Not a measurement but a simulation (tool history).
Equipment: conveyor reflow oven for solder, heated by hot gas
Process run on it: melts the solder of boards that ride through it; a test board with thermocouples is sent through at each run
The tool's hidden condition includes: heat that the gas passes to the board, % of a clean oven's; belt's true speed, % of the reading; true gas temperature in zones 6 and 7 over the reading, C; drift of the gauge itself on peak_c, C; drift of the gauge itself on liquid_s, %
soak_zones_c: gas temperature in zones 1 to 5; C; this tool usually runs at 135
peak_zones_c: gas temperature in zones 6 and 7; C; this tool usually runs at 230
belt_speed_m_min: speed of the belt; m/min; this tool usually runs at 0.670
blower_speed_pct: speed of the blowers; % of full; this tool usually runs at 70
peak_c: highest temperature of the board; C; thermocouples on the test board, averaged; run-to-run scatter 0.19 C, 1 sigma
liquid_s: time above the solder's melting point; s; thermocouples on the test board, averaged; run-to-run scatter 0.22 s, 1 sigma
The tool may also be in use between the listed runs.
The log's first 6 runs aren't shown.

| run | hour | soak_zones_c | peak_zones_c | belt_speed_m_min | blower_speed_pct | hours of work since the flux was cleaned out | hours of work since the belt drive was overhauled | hours of work since the thermocouples were changed | peak_c | liquid_s |
|---|---|---|---|---|---|---|---|---|---|---|
| 7 | 165.1 | 135 | 230 | 0.593 | 70 | 105 | 834 | 1009 | 215.9 | 59.0 |
| 8 | 189.6 | 135 | 230 | 0.593 | 70 | 124 | 853 | 1028 | 216.4 | 59.4 |
| 9 | 219.0 | 138 | 230 | 0.670 | 70 | 146 | 875 | 1049 | 212.4 | 49.9 |
| 10 | 248.7 | 138 | 230 | 0.670 | 70 | 168 | 897 | 1072 | 212.8 | 50.2 |
| 11 | 277.1 | 138 | 230 | 0.670 | 70 | 189 | 918 | 1093 | 212.8 | 49.8 |
|  | 302.6 | flux residue cleaned out of gas plates and filters |
| 12 | 306.1 | 135 | 230 | 0.675 | 70 | 3 | 936 | 1111 | 212.1 | 47.9 |
| 13 | 340.7 | 135 | 230 | 0.675 | 70 | 29 | 962 | 1137 | 211.7 | 47.9 |
| 14 | 367.6 | 135 | 230 | 0.675 | 70 | 49 | 982 | 1157 | 212.1 | 48.1 |
| 15 | 397.7 | 135 | 230 | 0.675 | 70 | 71 | 1005 | 1180 | 211.9 | 47.3 |
| 16 | 432.5 | 120 | 235 | 0.642 | 82 | 97 | 1031 | 1206 | 218.7 | 52.5 |
| 17 | 450.1 | 135 | 230 | 0.746 | 70 | 110 | 1044 | 1219 | 208.2 | 39.8 |
| 18 | 466.6 | 135 | 220 | 0.746 | 54 | 123 | 1056 | 1231 | 194.7 | 22.4 |
| 19 | 494.8 | 146 | 220 | 0.547 | 54 | 144 | 1077 | 1252 | 207.0 | 59.0 |
| 20 | 519.1 | 122 | 229 | 0.559 | 51 | 162 | 1096 | 1270 | 208.4 | 49.5 |
| 21 | 541.3 | 141 | 230 | 0.670 | 70 | 179 | 1112 | 1287 | 213.5 | 51.3 |
| 22 | 573.4 | 141 | 230 | 0.670 | 70 | 203 | 1136 | 1311 | 213.3 | 51.3 |
|  | 580.8 | flux residue cleaned out of gas plates and filters |
| 23 | 600.0 | 135 | 223 | 0.772 | 65 | 14 | 1152 | 1327 | 200.0 | 29.5 |
| 24 | 627.0 | 122 | 230 | 0.631 | 80 | 35 | 1173 | 1347 | 214.8 | 50.7 |
| 25 | 658.3 | 135 | 221 | 0.670 | 72 | 58 | 1196 | 1371 | 205.2 | 41.9 |
| 26 | 683.1 | 135 | 232 | 0.670 | 70 | 77 | 1215 | 1389 | 213.6 | 49.4 |
| 27 | 711.5 | 135 | 227 | 0.670 | 77 | 98 | 1236 | 1411 | 211.2 | 48.4 |
|  | 718.4 | thermocouples of zones 6 and 7 changed |
| 28 | 743.8 | 136 | 232 | 0.564 | 68 | 121 | 1259 | 19 | 218.5 | 64.8 |
| 29 | 765.5 | 136 | 232 | 0.564 | 68 | 137 | 1275 | 35 | 218.3 | 65.6 |
| 30 | 785.0 | 136 | 232 | 0.564 | 68 | 151 | 1289 | 50 | 218.7 | 65.5 |

Consider 3 possible next runs. They are alternatives, not a sequence: every one starts from the tool as it was left by run 30. What does each give?
| A | 818.4 | 136 | 243 | 0.564 | 68 | 176 | 1314 | 75 | ? | ? |
| B | 818.4 | 136 | 219 | 0.574 | 77 | 176 | 1314 | 75 | ? | ? |
| C | 818.4 | 139 | 232 | 0.564 | 71 | 176 | 1314 | 75 | ? | ? |

| run | peak_c | liquid_s |
|---|---|---|
| A | 228.9 | 72.0 |
| B | 208.5 | 55.9 |
| C | 219.6 | 67.3 |
What these runs would have given with no unlogged condition in the tool:
| run | peak_c | liquid_s |
|---|---|---|
| A | 228.9 | 71.9 |
| B | 208.5 | 55.9 |
| C | 219.6 | 67.2 |
